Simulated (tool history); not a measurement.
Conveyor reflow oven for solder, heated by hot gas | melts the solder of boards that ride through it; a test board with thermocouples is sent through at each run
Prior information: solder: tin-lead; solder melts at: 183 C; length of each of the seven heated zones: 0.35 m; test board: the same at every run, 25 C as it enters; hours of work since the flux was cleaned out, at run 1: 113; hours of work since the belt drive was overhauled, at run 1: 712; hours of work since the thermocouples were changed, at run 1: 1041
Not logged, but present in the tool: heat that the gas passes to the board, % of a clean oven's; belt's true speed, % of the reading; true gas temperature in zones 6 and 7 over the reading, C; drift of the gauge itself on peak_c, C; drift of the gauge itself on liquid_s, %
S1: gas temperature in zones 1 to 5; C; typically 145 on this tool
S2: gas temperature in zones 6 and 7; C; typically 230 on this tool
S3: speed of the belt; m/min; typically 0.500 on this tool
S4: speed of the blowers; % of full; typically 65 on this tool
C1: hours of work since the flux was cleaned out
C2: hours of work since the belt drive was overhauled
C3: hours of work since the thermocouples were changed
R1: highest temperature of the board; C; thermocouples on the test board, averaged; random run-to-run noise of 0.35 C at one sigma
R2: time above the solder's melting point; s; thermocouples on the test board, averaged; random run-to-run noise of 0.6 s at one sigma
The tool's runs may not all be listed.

{"run": 1, "hour": 0.0, "S1": 145, "S2": 230, "S3": 0.5, "S4": 65, "C1": 113, "C2": 712, "C3": 1041, "R1": 210.8, "R2": 59.4}
{"run": 2, "hour": 37.2, "S1": 145, "S2": 230, "S3": 0.5, "S4": 61, "C1": 142, "C2": 741, "C3": 1070, "R1": 209.3, "R2": 57.6}
{"run": 3, "hour": 93.8, "S1": 145, "S2": 230, "S3": 0.5, "S4": 61, "C1": 188, "C2": 787, "C3": 1116, "R1": 208.9, "R2": 56.8}
{"run": 4, "hour": 143.4, "S1": 145, "S2": 230, "S3": 0.5, "S4": 65, "C1": 227, "C2": 826, "C3": 1155, "R1": 209.9, "R2": 59.1}
{"hour": 175.4, "done": "flux residue cleaned out of gas plates and filters"}
{"run": 5, "hour": 179.8, "S1": 145, "S2": 230, "S3": 0.551, "S4": 65, "C1": 4, "C2": 851, "C3": 1180, "R1": 208.0, "R2": 50.5}
{"run": 6, "hour": 218.9, "S1": 145, "S2": 230, "S3": 0.551, "S4": 65, "C1": 35, "C2": 883, "C3": 1212, "R1": 208.0, "R2": 50.1}
{"run": 7, "hour": 253.3, "S1": 145, "S2": 230, "S3": 0.551, "S4": 65, "C1": 62, "C2": 910, "C3": 1239, "R1": 207.7, "R2": 50.3}
{"run": 8, "hour": 298.8, "S1": 145, "S2": 230, "S3": 0.551, "S4": 65, "C1": 99, "C2": 947, "C3": 1275, "R1": 208.0, "R2": 50.2}
{"run": 9, "hour": 351.1, "S1": 145, "S2": 230, "S3": 0.5, "S4": 65, "C1": 140, "C2": 988, "C3": 1317, "R1": 211.2, "R2": 61.1}
{"run": 10, "hour": 402.4, "S1": 145, "S2": 231, "S3": 0.5, "S4": 65, "C1": 181, "C2": 1029, "C3": 1358, "R1": 212.0, "R2": 60.2}
{"run": 11, "hour": 452.0, "S1": 145, "S2": 231, "S3": 0.5, "S4": 65, "C1": 221, "C2": 1069, "C3": 1398, "R1": 211.8, "R2": 61.2}
{"hour": 487.1, "done": "thermocouples of zones 6 and 7 changed"}
{"hour": 495.7, "done": "flux residue cleaned out of gas plates and filters"}
{"run": 12, "hour": 511.4, "S1": 145, "S2": 231, "S3": 0.5, "S4": 65, "C1": 13, "C2": 1111, "C3": 15, "R1": 209.2, "R2": 58.9}
{"run": 13, "hour": 560.3, "S1": 145, "S2": 231, "S3": 0.553, "S4": 65, "C1": 52, "C2": 1150, "C3": 54, "R1": 206.5, "R2": 48.0}
{"run": 14, "hour": 605.5, "S1": 131, "S2": 230, "S3": 0.433, "S4": 65, "C1": 88, "C2": 1186, "C3": 91, "R1": 211.2, "R2": 65.0}
{"run": 15, "hour": 650.9, "S1": 131, "S2": 230, "S3": 0.433, "S4": 65, "C1": 124, "C2": 1222, "C3": 127, "R1": 211.1, "R2": 64.9}
{"run": 16, "hour": 689.8, "S1": 131, "S2": 230, "S3": 0.433, "S4": 65, "C1": 155, "C2": 1253, "C3": 158, "R1": 210.8, "R2": 64.3}
{"run": 17, "hour": 720.9, "S1": 145, "S2": 230, "S3": 0.5, "S4": 80, "C1": 180, "C2": 1278, "C3": 183, "R1": 212.0, "R2": 61.3}
{"run": 18, "hour": 754.3, "S1": 145, "S2": 230, "S3": 0.5, "S4": 80, "C1": 207, "C2": 1305, "C3": 210, "R1": 212.3, "R2": 62.9}
{"run": 19, "hour": 790.9, "S1": 145, "S2": 218, "S3": 0.5, "S4": 72, "C1": 236, "C2": 1334, "C3": 239, "R1": 200.6, "R2": 47.2}
{"hour": 812.2, "done": "flux residue cleaned out of gas plates and filters"}
{"run": 20, "hour": 825.0, "S1": 158, "S2": 230, "S3": 0.596, "S4": 65, "C1": 10, "C2": 1358, "C3": 262, "R1": 207.1, "R2": 50.1}
{"run": 21, "hour": 864.3, "S1": 158, "S2": 230, "S3": 0.596, "S4": 65, "C1": 42, "C2": 1389, "C3": 294, "R1": 207.2, "R2": 51.0}

Each row is a separate what-if for the run after 21, all from the same tool condition, not one after another. Results?
{"run": "A", "hour": 914.1, "S1": 145, "S2": 230, "S3": 0.561, "S4": 65, "C1": 81, "C2": 1429, "C3": 333, "R1": "?", "R2": "?"}
{"run": "B", "hour": 914.1, "S1": 145, "S2": 239, "S3": 0.456, "S4": 58, "C1": 81, "C2": 1429, "C3": 333, "R1": "?", "R2": "?"}
{"run": "C", "hour": 914.1, "S1": 152, "S2": 230, "S3": 0.5, "S4": 65, "C1": 81, "C2": 1429, "C3": 333, "R1": "?", "R2": "?"}
{"run": "D", "hour": 914.1, "S1": 145, "S2": 230, "S3": 0.436, "S4": 65, "C1": 81, "C2": 1429, "C3": 333, "R1": "?", "R2": "?"}
{"run": "E", "hour": 914.1, "S1": 141, "S2": 230, "S3": 0.474, "S4": 53, "C1": 81, "C2": 1429, "C3": 333, "R1": "?", "R2": "?"}

run=A R1=205.8 R2=46.2
run=B R1=218.2 R2=74.8
run=C R1=211.2 R2=66.0
run=D R1=213.8 R2=75.3
run=E R1=206.7 R2=57.2
Take away the tool's hidden state, keep each run's random variation, and the runs would have read:
run=A R1=204.1 R2=42.2
run=B R1=216.5 R2=69.9
run=C R1=209.7 R2=61.5
run=D R1=212.3 R2=70.4
run=E R1=205.0 R2=52.3

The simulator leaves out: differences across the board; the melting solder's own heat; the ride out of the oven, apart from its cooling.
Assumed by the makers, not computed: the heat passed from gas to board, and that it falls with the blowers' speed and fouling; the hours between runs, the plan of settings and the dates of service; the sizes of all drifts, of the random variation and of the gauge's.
